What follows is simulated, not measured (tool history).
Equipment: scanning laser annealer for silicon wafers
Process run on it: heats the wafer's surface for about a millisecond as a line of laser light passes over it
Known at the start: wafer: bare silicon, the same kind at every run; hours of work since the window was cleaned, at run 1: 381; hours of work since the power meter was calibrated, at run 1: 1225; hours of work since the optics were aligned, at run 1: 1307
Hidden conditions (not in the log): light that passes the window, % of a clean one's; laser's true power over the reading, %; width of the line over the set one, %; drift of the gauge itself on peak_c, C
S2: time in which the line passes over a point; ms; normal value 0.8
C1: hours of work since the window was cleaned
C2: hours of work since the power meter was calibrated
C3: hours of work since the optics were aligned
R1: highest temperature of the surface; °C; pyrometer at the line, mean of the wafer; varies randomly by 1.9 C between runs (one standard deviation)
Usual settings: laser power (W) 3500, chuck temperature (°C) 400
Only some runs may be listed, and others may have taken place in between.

run 1 hour=0 | laser_power_(W)=3500 S2=0.8 chuck_temperature_(°C)=400 | C1=381 C2=1225 C3=1307 | R1=1085
run 2 hour=48.5 | laser_power_(W)=3500 S2=0.8 chuck_temperature_(°C)=400 | C1=412 C2=1256 C3=1338 | R1=1079
-- hour=62.3 optics aligned, line set to its width
run 3 hour=100.4 | laser_power_(W)=3500 S2=0.8 chuck_temperature_(°C)=400 | C1=442 C2=1286 C3=25 | R1=1086
run 4 hour=135.4 | laser_power_(W)=3500 S2=0.8 chuck_temperature_(°C)=400 | C1=465 C2=1309 C3=47 | R1=1084
-- hour=141.4 window over the wafer cleaned
run 5 hour=158 | laser_power_(W)=3500 S2=0.8 chuck_temperature_(°C)=400 | C1=11 C2=1322 C3=60 | R1=1076
run 6 hour=180.3 | laser_power_(W)=3500 S2=0.8 chuck_temperature_(°C)=400 | C1=25 C2=1336 C3=75 | R1=1076
run 7 hour=217.2 | laser_power_(W)=3500 S2=0.8 chuck_temperature_(°C)=400 | C1=49 C2=1360 C3=98 | R1=1070
run 8 hour=267.5 | laser_power_(W)=3500 S2=0.8 chuck_temperature_(°C)=400 | C1=81 C2=1393 C3=131 | R1=1071
run 9 hour=296.8 | laser_power_(W)=3479 S2=0.8 chuck_temperature_(°C)=400 | C1=100 C2=1411 C3=150 | R1=1064
-- hour=342 window over the wafer cleaned, once more
run 10 hour=345.1 | laser_power_(W)=3479 S2=0.8 chuck_temperature_(°C)=400 | C1=2 C2=1441 C3=179 | R1=1124
run 11 hour=386.1 | laser_power_(W)=3595 S2=0.8 chuck_temperature_(°C)=400 | C1=28 C2=1468 C3=206 | R1=1151
run 12 hour=418.6 | laser_power_(W)=3723 S2=0.8 chuck_temperature_(°C)=400 | C1=49 C2=1488 C3=227 | R1=1187
run 13 hour=442 | laser_power_(W)=3631 S2=0.8 chuck_temperature_(°C)=400 | C1=64 C2=1504 C3=242 | R1=1157
run 14 hour=485.9 | laser_power_(W)=3500 S2=0.8 chuck_temperature_(°C)=400 | C1=93 C2=1532 C3=270 | R1=1118
run 15 hour=506.5 | laser_power_(W)=3500 S2=0.8 chuck_temperature_(°C)=400 | C1=106 C2=1545 C3=283 | R1=1118
run 16 hour=547.2 | laser_power_(W)=3500 S2=0.8 chuck_temperature_(°C)=405 | C1=132 C2=1571 C3=309 | R1=1118
run 17 hour=593.5 | laser_power_(W)=3500 S2=0.8 chuck_temperature_(°C)=432 | C1=162 C2=1601 C3=339 | R1=1146
run 18 hour=617.8 | laser_power_(W)=3500 S2=0.8 chuck_temperature_(°C)=432 | C1=177 C2=1617 C3=355 | R1=1139
run 19 hour=646 | laser_power_(W)=3500 S2=0.8 chuck_temperature_(°C)=432 | C1=196 C2=1635 C3=373 | R1=1141
run 20 hour=684.8 | laser_power_(W)=3500 S2=0.8 chuck_temperature_(°C)=400 | C1=221 C2=1660 C3=398 | R1=1106
run 21 hour=709.2 | laser_power_(W)=3447 S2=0.799 chuck_temperature_(°C)=400 | C1=236 C2=1675 C3=414 | R1=1089
run 22 hour=742.4 | laser_power_(W)=3104 S2=0.8 chuck_temperature_(°C)=416 | C1=258 C2=1697 C3=435 | R1=1012
run 23 hour=793.2 | laser_power_(W)=3104 S2=0.8 chuck_temperature_(°C)=416 | C1=290 C2=1730 C3=468 | R1=1007
run 24 hour=841.3 | laser_power_(W)=3104 S2=0.984 chuck_temperature_(°C)=427 | C1=321 C2=1760 C3=499 | R1=1086
run 25 hour=874.9 | laser_power_(W)=3500 S2=0.8 chuck_temperature_(°C)=393 | C1=343 C2=1782 C3=520 | R1=1086
run 26 hour=915 | laser_power_(W)=3500 S2=0.585 chuck_temperature_(°C)=384 | C1=369 C2=1808 C3=546 | R1=964
run 27 hour=962.1 | laser_power_(W)=3500 S2=0.585 chuck_temperature_(°C)=384 | C1=399 C2=1838 C3=576 | R1=960
run 28 hour=1004.7 | laser_power_(W)=3500 S2=0.978 chuck_temperature_(°C)=400 | C1=426 C2=1866 C3=604 | R1=1164
run 29 hour=1053.7 | laser_power_(W)=3500 S2=0.978 chuck_temperature_(°C)=400 | C1=458 C2=1897 C3=635 | R1=1156
-- hour=1069.6 window over the wafer cleaned
run 30 hour=1100 | laser_power_(W)=3793 S2=0.703 chuck_temperature_(°C)=400 | C1=20 C2=1926 C3=664 | R1=1155
run 31 hour=1135.9 | laser_power_(W)=3793 S2=0.703 chuck_temperature_(°C)=400 | C1=43 C2=1949 C3=687 | R1=1153
run 32 hour=1173.6 | laser_power_(W)=3793 S2=0.648 chuck_temperature_(°C)=361 | C1=67 C2=1973 C3=711 | R1=1082
run 33 hour=1207.8 | laser_power_(W)=3793 S2=0.648 chuck_temperature_(°C)=361 | C1=89 C2=1995 C3=733 | R1=1074
run 34 hour=1246.8 | laser_power_(W)=3767 S2=0.955 chuck_temperature_(°C)=410 | C1=114 C2=2020 C3=758 | R1=1284
run 35 hour=1276.5 | laser_power_(W)=3071 S2=0.8 chuck_temperature_(°C)=400 | C1=133 C2=2039 C3=777 | R1=1002
run 36 hour=1320.6 | laser_power_(W)=3071 S2=0.8 chuck_temperature_(°C)=400 | C1=161 C2=2068 C3=806 | R1=997
run 37 hour=1360 | laser_power_(W)=3071 S2=0.72 chuck_temperature_(°C)=400 | C1=187 C2=2093 C3=831 | R1=963
run 38 hour=1397.2 | laser_power_(W)=3280 S2=0.706 chuck_temperature_(°C)=426 | C1=211 C2=2117 C3=855 | R1=1031
run 39 hour=1435.5 | laser_power_(W)=3643 S2=0.851 chuck_temperature_(°C)=394 | C1=235 C2=2141 C3=880 | R1=1163
run 40 hour=1474.3 | laser_power_(W)=3500 S2=0.573 chuck_temperature_(°C)=404 | C1=260 C2=2166 C3=905 | R1=988

Each row is a separate what-if for the run after 40, all from the same tool condition, not one after another. Results?
run A hour=1497.8 | laser_power_(W)=3056 S2=0.786 chuck_temperature_(°C)=382 | C1=276 C2=2182 C3=920 | R1=?
run B hour=1497.8 | laser_power_(W)=3500 S2=0.93 chuck_temperature_(°C)=392 | C1=276 C2=2182 C3=920 | R1=?
run C hour=1497.8 | laser_power_(W)=3500 S2=0.8 chuck_temperature_(°C)=393 | C1=276 C2=2182 C3=920 | R1=?
run D hour=1497.8 | laser_power_(W)=3657 S2=0.573 chuck_temperature_(°C)=404 | C1=276 C2=2182 C3=920 | R1=?
run E hour=1497.8 | laser_power_(W)=3480 S2=0.613 chuck_temperature_(°C)=396 | C1=276 C2=2182 C3=920 | R1=?

run=A R1=962
run=B R1=1151
run=C R1=1094
run=D R1=1021
run=E R1=998
Had the tool no hidden state, the same runs would have come out as:
run=A R1=987
run=B R1=1184
run=C R1=1124
run=D R1=1047
run=E R1=1024
